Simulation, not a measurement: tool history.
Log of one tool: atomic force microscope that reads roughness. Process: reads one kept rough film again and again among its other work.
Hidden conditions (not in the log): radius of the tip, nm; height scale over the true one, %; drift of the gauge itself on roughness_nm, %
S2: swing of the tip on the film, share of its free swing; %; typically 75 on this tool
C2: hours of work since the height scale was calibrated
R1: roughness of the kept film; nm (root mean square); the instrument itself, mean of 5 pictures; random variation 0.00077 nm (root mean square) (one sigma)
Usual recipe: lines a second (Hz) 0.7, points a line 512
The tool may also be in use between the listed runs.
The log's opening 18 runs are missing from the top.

Run 19, hour 266.8: usual settings but lines a second (Hz) 1.085, S2 74 %, points a line 621; pictures with this tip 26; C2 830. Result: R1 0.5614 nm (root mean square).
Run 20, hour 284.7: usual settings but lines a second (Hz) 3.665, S2 74 %, points a line 547; pictures with this tip 61; C2 844. Result: R1 0.5319 nm (root mean square).
Run 21, hour 294.7: usual settings but S2 72 %; pictures with this tip 81; C2 851. Result: R1 0.5635 nm (root mean square).
Run 22, hour 307.2: usual settings but lines a second (Hz) 1.188, S2 85 %; pictures with this tip 105; C2 860. Result: R1 0.5468 nm (root mean square).
At hour 309.2: new tip fitted.
Run 23, hour 321.2: usual settings but lines a second (Hz) 1.577, S2 82 %, points a line 422; pictures with this tip 23; C2 870. Result: R1 0.546 nm (root mean square).
Run 24, hour 338.5: usual settings but lines a second (Hz) 3.855, points a line 844; pictures with this tip 57; C2 883. Result: R1 0.5292 nm (root mean square).
Run 25, hour 348.9: usual settings but lines a second (Hz) 0.52, S2 72 %, points a line 626; pictures with this tip 77; C2 891. Result: R1 0.5653 nm (root mean square).
Run 26, hour 361.9: usual settings but lines a second (Hz) 0.563, S2 72 %, points a line 626; pictures with this tip 103; C2 901. Result: R1 0.5642 nm (root mean square).
At hour 365.1: new tip fitted.
Run 27, hour 382.6: usual settings but lines a second (Hz) 0.563, S2 72 %, points a line 279; pictures with this tip 34; C2 916. Result: R1 0.5641 nm (root mean square).
Run 28, hour 395.1: usual settings but lines a second (Hz) 0.563, S2 62 %, points a line 279; pictures with this tip 58; C2 925. Result: R1 0.5669 nm (root mean square).
Run 29, hour 415: usual settings but lines a second (Hz) 0.563, S2 62 %, points a line 279; pictures with this tip 97; C2 940. Result: R1 0.5669 nm (root mean square).
At hour 420.7: new tip fitted.
Run 30, hour 426.2: usual settings but points a line 930; pictures with this tip 11; C2 948. Result: R1 0.5655 nm (root mean square).
Run 31, hour 442.4: usual settings but points a line 930; pictures with this tip 43; C2 960. Result: R1 0.5632 nm (root mean square).
Run 32, hour 453.8: usual settings but lines a second (Hz) 0.515, S2 89 %, points a line 724; pictures with this tip 65; C2 969. Result: R1 0.5583 nm (root mean square).
Run 33, hour 474: usual settings but lines a second (Hz) 1.543, S2 78 %, points a line 379; pictures with this tip 104; C2 984. Result: R1 0.5476 nm (root mean square).
At hour 477.4: new tip fitted.
Run 34, hour 491.8: usual settings but lines a second (Hz) 1.543, S2 78 %, points a line 818; pictures with this tip 28; C2 997. Result: R1 0.5512 nm (root mean square).
Run 35, hour 507.9: usual settings but lines a second (Hz) 0.636, points a line 307; pictures with this tip 59; C2 1009. Result: R1 0.5612 nm (root mean square).

Each row is a separate what-if for the run after 35, all from the same tool condition, not one after another. Results?
Run A, hour 520.8: usual settings but S2 63 %, points a line 354; pictures with this tip 84; C2 1019. Result: R1 ?.
Run B, hour 520.8: usual settings but lines a second (Hz) 3.003, points a line 991; pictures with this tip 84; C2 1019. Result: R1 ?.
Run C, hour 520.8: usual settings but lines a second (Hz) 1.122, points a line 815; pictures with this tip 84; C2 1019. Result: R1 ?.
Run D, hour 520.8: usual settings but lines a second (Hz) 0.771, S2 64 %, points a line 697; pictures with this tip 84; C2 1019. Result: R1 ?.

run      R1
  A  0.5656
  B   0.536
  C  0.5558
  D  0.5649
With no hidden state in the tool, these same runs would have given:
run      R1
  A  0.5735
  B  0.5435
  C  0.5636
  D  0.5728
